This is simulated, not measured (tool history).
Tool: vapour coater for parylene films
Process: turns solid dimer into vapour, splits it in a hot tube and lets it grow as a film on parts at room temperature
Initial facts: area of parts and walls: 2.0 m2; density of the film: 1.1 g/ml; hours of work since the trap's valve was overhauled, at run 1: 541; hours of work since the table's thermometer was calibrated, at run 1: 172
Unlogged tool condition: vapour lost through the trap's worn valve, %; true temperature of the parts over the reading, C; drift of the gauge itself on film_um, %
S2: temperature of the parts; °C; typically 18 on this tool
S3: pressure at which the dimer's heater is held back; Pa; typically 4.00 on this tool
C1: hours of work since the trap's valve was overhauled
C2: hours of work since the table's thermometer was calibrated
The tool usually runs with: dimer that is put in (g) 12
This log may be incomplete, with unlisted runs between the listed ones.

Run 1, hour 0.0: usual settings; C1 541; C2 172. Result: thickness of the film (um) 4.09.
Run 2, hour 10.3: usual settings but S2 26 °C; C1 547; C2 178. Result: thickness of the film (um) 2.90.
Run 3, hour 26.0: usual settings but S3 2.20 Pa; C1 557; C2 188. Result: thickness of the film (um) 4.31.
Run 4, hour 41.0: usual settings but S3 2.53 Pa; C1 566; C2 197. Result: thickness of the film (um) 4.24.
Run 5, hour 54.8: usual settings but S3 4.53 Pa; C1 574; C2 206. Result: thickness of the film (um) 4.00.
Run 6, hour 70.2: usual settings but dimer that is put in (g) 13; C1 584; C2 215. Result: thickness of the film (um) 4.39.
Run 7, hour 81.9: usual settings but dimer that is put in (g) 13; C1 591; C2 223. Result: thickness of the film (um) 4.42.
Run 8, hour 98.2: usual settings but dimer that is put in (g) 13; C1 601; C2 233. Result: thickness of the film (um) 4.39.
Run 9, hour 117.8: usual settings but dimer that is put in (g) 13; C1 613; C2 245. Result: thickness of the film (um) 4.44.
Run 10, hour 131.1: usual settings but dimer that is put in (g) 13; C1 621; C2 253. Result: thickness of the film (um) 4.44.
Run 11, hour 146.7: usual settings; C1 631; C2 262. Result: thickness of the film (um) 4.08.
Run 12, hour 160.8: usual settings; C1 640; C2 271. Result: thickness of the film (um) 4.11.
Run 13, hour 173.9: usual settings; C1 648; C2 279. Result: thickness of the film (um) 4.10.
Run 14, hour 191.6: usual settings; C1 659; C2 290. Result: thickness of the film (um) 4.14.
At hour 197.3: trap's valve overhauled.
Run 15, hour 206.8: usual settings; C1 6; C2 297. Result: thickness of the film (um) 4.14.
Run 16, hour 226.6: usual settings; C1 18; C2 309. Result: thickness of the film (um) 4.11.
Run 17, hour 235.0: usual settings but dimer that is put in (g) 13, S3 10.52 Pa; C1 23; C2 314. Result: thickness of the film (um) 4.09.
Run 18, hour 250.7: usual settings but dimer that is put in (g) 8, S2 20 °C, S3 10.13 Pa; C1 33; C2 324. Result: thickness of the film (um) 2.33.
Run 19, hour 261.6: usual settings but dimer that is put in (g) 9, S2 11 °C, S3 4.15 Pa; C1 40; C2 331. Result: thickness of the film (um) 4.07.
Run 20, hour 280.4: usual settings but S2 30 °C, S3 7.04 Pa; C1 51; C2 342. Result: thickness of the film (um) 2.36.
Run 21, hour 298.8: usual settings but S2 30 °C, S3 7.04 Pa; C1 63; C2 354. Result: thickness of the film (um) 2.35.
Run 22, hour 313.6: usual settings but S2 30 °C, S3 7.04 Pa; C1 72; C2 363. Result: thickness of the film (um) 2.35.
Run 23, hour 327.4: usual settings but S2 30 °C, S3 7.04 Pa; C1 80; C2 371. Result: thickness of the film (um) 2.37.
Run 24, hour 337.4: usual settings but dimer that is put in (g) 7, S2 16 °C, S3 2.12 Pa; C1 86; C2 378. Result: thickness of the film (um) 2.80.
Run 25, hour 356.2: usual settings but dimer that is put in (g) 7, S2 16 °C, S3 2.12 Pa; C1 98; C2 389. Result: thickness of the film (um) 2.80.
At hour 369.1: gauge calibrated.
Run 26, hour 376.0: usual settings but dimer that is put in (g) 7, S2 16 °C, S3 2.12 Pa; C1 110; C2 401. Result: thickness of the film (um) 2.73.
Run 27, hour 395.0: usual settings but dimer that is put in (g) 7, S2 13 °C, S3 2.12 Pa; C1 122; C2 413. Result: thickness of the film (um) 3.12.
Run 28, hour 404.9: usual settings but dimer that is put in (g) 7, S2 13 °C, S3 2.12 Pa; C1 128; C2 419. Result: thickness of the film (um) 3.10.

4 options for the next run, each taken on its own from the tool as it stands now. Forecast them:
Run A, hour 424.0: usual settings but dimer that is put in (g) 21, S3 8.02 Pa; C1 140; C2 431. Result: thickness of the film (um) ?.
Run B, hour 424.0: usual settings but S2 21 °C, S3 4.42 Pa; C1 140; C2 431. Result: thickness of the film (um) ?.
Run C, hour 424.0: usual settings but dimer that is put in (g) 7, S2 12 °C, S3 8.65 Pa; C1 140; C2 431. Result: thickness of the film (um) ?.
Run D, hour 424.0: usual settings but S3 5.27 Pa; C1 140; C2 431. Result: thickness of the film (um) ?.

run  thickness of the film (um)
  A                        6.74
  B                        3.59
  C                        2.90
  D                        3.96
Had the tool no hidden state, the same runs would have come out as:
run  thickness of the film (um)
  A                        6.72
  B                        3.58
  C                        2.89
  D                        3.95
